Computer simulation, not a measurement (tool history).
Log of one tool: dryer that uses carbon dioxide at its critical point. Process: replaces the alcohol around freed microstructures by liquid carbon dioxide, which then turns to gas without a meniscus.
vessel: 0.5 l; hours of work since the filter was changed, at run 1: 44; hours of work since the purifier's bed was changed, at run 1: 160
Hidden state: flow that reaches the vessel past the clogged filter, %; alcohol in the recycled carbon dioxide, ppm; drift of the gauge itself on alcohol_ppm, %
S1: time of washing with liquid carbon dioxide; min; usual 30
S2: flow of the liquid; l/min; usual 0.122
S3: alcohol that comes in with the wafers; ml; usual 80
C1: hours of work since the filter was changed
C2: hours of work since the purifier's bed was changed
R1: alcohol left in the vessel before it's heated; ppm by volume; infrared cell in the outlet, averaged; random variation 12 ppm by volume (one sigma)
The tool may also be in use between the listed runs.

| run | hour | S1 | S2 | S3 | C1 | C2 | R1 |
|---|---|---|---|---|---|---|---|
| 1 | 0.0 | 30 | 0.122 | 80 | 44 | 160 | 890 |
| 2 | 10.0 | 30 | 0.122 | 80 | 48 | 164 | 932 |
| 3 | 18.5 | 39 | 0.122 | 80 | 52 | 168 | 221 |
| 4 | 28.4 | 30 | 0.122 | 80 | 57 | 173 | 962 |
| 5 | 34.7 | 30 | 0.122 | 80 | 59 | 175 | 979 |
| 6 | 41.4 | 30 | 0.130 | 80 | 62 | 178 | 731 |
| 7 | 50.6 | 30 | 0.122 | 80 | 66 | 182 | 988 |
| 8 | 55.2 | 30 | 0.122 | 40 | 69 | 185 | 508 |
| 9 | 62.3 | 29 | 0.171 | 80 | 72 | 188 | 207 |
| 10 | 71.9 | 29 | 0.171 | 80 | 76 | 192 | 208 |
| 11 | 78.5 | 29 | 0.171 | 80 | 79 | 195 | 215 |
| 12 | 89.5 | 42 | 0.122 | 72 | 84 | 200 | 153 |
| 13 | 98.2 | 23 | 0.190 | 22 | 88 | 204 | 155 |
| 14 | 106.5 | 41 | 0.196 | 32 | 91 | 207 | 29 |
| 15 | 116.3 | 41 | 0.196 | 32 | 96 | 212 | 41 |

Forecast each of these 5 alternatives for the next run:
| A | 126.4 | 38 | 0.074 | 80 | 100 | 216 | ? |
| B | 126.4 | 32 | 0.138 | 32 | 100 | 216 | ? |
| C | 126.4 | 26 | 0.196 | 34 | 100 | 216 | ? |
| D | 126.4 | 41 | 0.120 | 32 | 100 | 216 | ? |
| E | 126.4 | 32 | 0.130 | 117 | 100 | 216 | ? |

| run | R1 |
|---|---|
| A | 3345 |
| B | 199 |
| C | 119 |
| D | 107 |
| E | 882 |
Without the tool's hidden state the same runs would have given:
| run | R1 |
|---|---|
| A | 2311 |
| B | 99 |
| C | 55 |
| D | 42 |
| E | 505 |

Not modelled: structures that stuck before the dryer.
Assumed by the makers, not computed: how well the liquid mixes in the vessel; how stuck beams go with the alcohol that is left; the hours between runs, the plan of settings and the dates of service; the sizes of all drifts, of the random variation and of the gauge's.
